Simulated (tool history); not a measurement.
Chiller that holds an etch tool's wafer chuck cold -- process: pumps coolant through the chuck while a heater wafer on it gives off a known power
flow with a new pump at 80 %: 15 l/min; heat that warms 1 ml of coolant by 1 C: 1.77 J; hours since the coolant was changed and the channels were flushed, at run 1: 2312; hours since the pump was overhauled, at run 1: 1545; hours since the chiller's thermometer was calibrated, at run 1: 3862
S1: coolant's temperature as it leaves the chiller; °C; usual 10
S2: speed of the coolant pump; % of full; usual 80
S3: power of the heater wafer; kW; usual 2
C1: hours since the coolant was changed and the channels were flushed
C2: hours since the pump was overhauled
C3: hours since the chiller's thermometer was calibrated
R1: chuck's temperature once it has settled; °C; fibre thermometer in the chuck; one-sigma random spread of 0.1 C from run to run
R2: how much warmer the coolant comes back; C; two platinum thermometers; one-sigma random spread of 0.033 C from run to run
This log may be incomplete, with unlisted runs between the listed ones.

Run 1, hour 0: usual settings; C1 2312; C2 1545; C3 3862. Result: R1 30.4 °C, R2 4.75 C.
Run 2, hour 161: usual settings; C1 2473; C2 1706; C3 4023. Result: R1 30.5 °C, R2 4.79 C.
Run 3, hour 263.6: usual settings but S2 84 % of full; C1 2576; C2 1809; C3 4125. Result: R1 29.7 °C, R2 4.49 C.
Run 4, hour 480.2: usual settings but S2 84 % of full; C1 2793; C2 2025; C3 4342. Result: R1 30 °C, R2 4.65 C.
Run 5, hour 576.4: usual settings but S2 84 % of full; C1 2889; C2 2121; C3 4438. Result: R1 30.1 °C, R2 4.61 C.
Run 6, hour 753.2: usual settings but S1 8 °C; C1 3066; C2 2298; C3 4615. Result: R1 29.2 °C, R2 4.96 C.
Run 7, hour 867: usual settings but S1 8 °C; C1 3179; C2 2412; C3 4729. Result: R1 29.3 °C, R2 4.92 C.
Run 8, hour 1050.5: usual settings but S1 8 °C; C1 3363; C2 2595; C3 4912. Result: R1 29.6 °C, R2 4.95 C.
Run 9, hour 1248.1: usual settings but S1 8 °C; C1 3560; C2 2793; C3 5110. Result: R1 29.6 °C, R2 5.02 C.
At hour 1344.9: coolant changed, channels flushed.
Run 10, hour 1468: usual settings but S1 8 °C, S2 90 % of full; C1 123; C2 3007; C3 5324. Result: R1 25.8 °C, R2 4.46 C.
Run 11, hour 1649: usual settings; C1 304; C2 3188; C3 5505. Result: R1 30.1 °C, R2 5.11 C.
Run 12, hour 1803.6: usual settings but S1 14 °C; C1 459; C2 3342; C3 5659. Result: R1 34.4 °C, R2 5.08 C.
At hour 1926.8: chiller's thermometer calibrated.
Run 13, hour 1926.8: usual settings but S1 14 °C; C1 581; C2 3465; C3 0. Result: R1 34 °C, R2 5.14 C.
Run 14, hour 2100.5: usual settings but S2 70 % of full; C1 755; C2 3638; C3 174. Result: R1 32.8 °C, R2 6.01 C.
Run 15, hour 2206.6: usual settings but S1 20 °C; C1 861; C2 3744; C3 280. Result: R1 40.3 °C, R2 5.21 C.
At hour 2294.8: chiller's thermometer calibrated, once more.
Run 16, hour 2400.7: usual settings but S1 20 °C; C1 1054; C2 3938; C3 106. Result: R1 41.9 °C, R2 5.28 C.
At hour 2498.1: coolant pump overhauled.
Run 17, hour 2622.6: usual settings but S1 20 °C; C1 1271; C2 125; C3 323. Result: R1 39.6 °C, R2 4.57 C.
Run 18, hour 2771.2: usual settings but S1 20 °C; C1 1419; C2 273; C3 471. Result: R1 39.5 °C, R2 4.57 C.
Run 19, hour 2959.5: usual settings but S1 20 °C; C1 1608; C2 461; C3 660. Result: R1 39.8 °C, R2 4.61 C.
Run 20, hour 3188: usual settings but S1 20 °C, S2 97 % of full; C1 1836; C2 690; C3 888. Result: R1 36.6 °C, R2 3.75 C.
Run 21, hour 3298.3: usual settings but S1 20 °C, S2 97 % of full; C1 1946; C2 800; C3 999. Result: R1 36.7 °C, R2 3.72 C.
Run 22, hour 3491.6: usual settings but S1 12 °C, S2 65 % of full, S3 2.733 kW; C1 2140; C2 993; C3 1192. Result: R1 45.8 °C, R2 8.06 C.
Run 23, hour 3601.9: usual settings but S1 12 °C, S2 93 % of full, S3 1.341 kW; C1 2250; C2 1104; C3 1302. Result: R1 23.8 °C, R2 2.71 C.
Run 24, hour 3776.7: usual settings but S1 12 °C, S2 93 % of full, S3 1.341 kW; C1 2425; C2 1279; C3 1477. Result: R1 23.8 °C, R2 2.75 C.
Run 25, hour 4000.1: usual settings but S1 12 °C, S2 93 % of full, S3 1.243 kW; C1 2648; C2 1502; C3 1700. Result: R1 23.1 °C, R2 2.5 C.
Run 26, hour 4143.1: usual settings but S1 12 °C, S2 93 % of full, S3 1.243 kW; C1 2791; C2 1645; C3 1843. Result: R1 23.1 °C, R2 2.55 C.
Run 27, hour 4326.6: usual settings but S1 12 °C, S2 93 % of full, S3 1.243 kW; C1 2975; C2 1828; C3 2027. Result: R1 23.2 °C, R2 2.56 C.
Run 28, hour 4455.9: usual settings but S2 73 % of full, S3 1.026 kW; C1 3104; C2 1958; C3 2156. Result: R1 21.8 °C, R2 2.78 C.
Run 29, hour 4619.3: usual settings but S2 73 % of full, S3 1.026 kW; C1 3267; C2 2121; C3 2319. Result: R1 22.1 °C, R2 2.8 C.
Run 30, hour 4780.7: usual settings but S2 69 % of full, S3 1.026 kW; C1 3429; C2 2283; C3 2481. Result: R1 22.5 °C, R2 2.99 C.
At hour 5003.6: coolant changed, channels flushed.
Run 31, hour 5008.8: usual settings but S2 69 % of full, S3 1.026 kW; C1 5; C2 2505; C3 2703. Result: R1 21.5 °C, R2 2.97 C.
Run 32, hour 5236.7: usual settings but S1 15 °C, S2 68 % of full, S3 1.026 kW; C1 233; C2 2733; C3 2931. Result: R1 26.8 °C, R2 3 C.

How the hidden state differs across the entries between the runs, from the last listed run before each to the first after it:
From run 9 to run 10: coolant changed, channels flushed (hour 1344.9)
  heat passed by the chuck's channels, % of clean ones': 89.3 -> 99.6; flow at a given pump speed, % of a new pump's: 90.6 -> 89.8; coolant's true temperature over the reading, C: -0.66 -> -0.69
  measured result minus the result with no hidden state, R1: +3.1 -> +1 °C; R2: +0.47 -> +0.46 C
From run 12 to run 13: chiller's thermometer calibrated (hour 1926.8)
  heat passed by the chuck's channels, % of clean ones': 98.6 -> 98.3; flow at a given pump speed, % of a new pump's: 88.6 -> 88.2; coolant's true temperature over the reading, C: -0.75 -> -1.18
  measured result minus the result with no hidden state, R1: +1.6 -> +1.2 °C; R2: +0.58 -> +0.6 C
From run 15 to run 16: chiller's thermometer calibrated, once more (hour 2294.8)
  heat passed by the chuck's channels, % of clean ones': 97.6 -> 97.1; flow at a given pump speed, % of a new pump's: 87.2 -> 86.6; coolant's true temperature over the reading, C: -1.23 -> 0.06
  measured result minus the result with no hidden state, R1: +1.6 -> +3 °C; R2: +0.66 -> +0.7 C
From run 16 to run 17: coolant pump overhauled (hour 2498.1)
  heat passed by the chuck's channels, % of clean ones': 97.1 -> 96.4; flow at a given pump speed, % of a new pump's: 86.6 -> 99.2; coolant's true temperature over the reading, C: 0.06 -> 0.03
  measured result minus the result with no hidden state, R1: +3 -> +0.8 °C; R2: +0.7 -> +0.03 C
From run 30 to run 31: coolant changed, channels flushed (hour 5003.6)
  heat passed by the chuck's channels, % of clean ones': 90.7 -> 100; flow at a given pump speed, % of a new pump's: 91.9 -> 91.2; coolant's true temperature over the reading, C: -0.33 -> -0.37
  measured result minus the result with no hidden state, R1: +1.6 -> +0.5 °C; R2: +0.24 -> +0.27 C
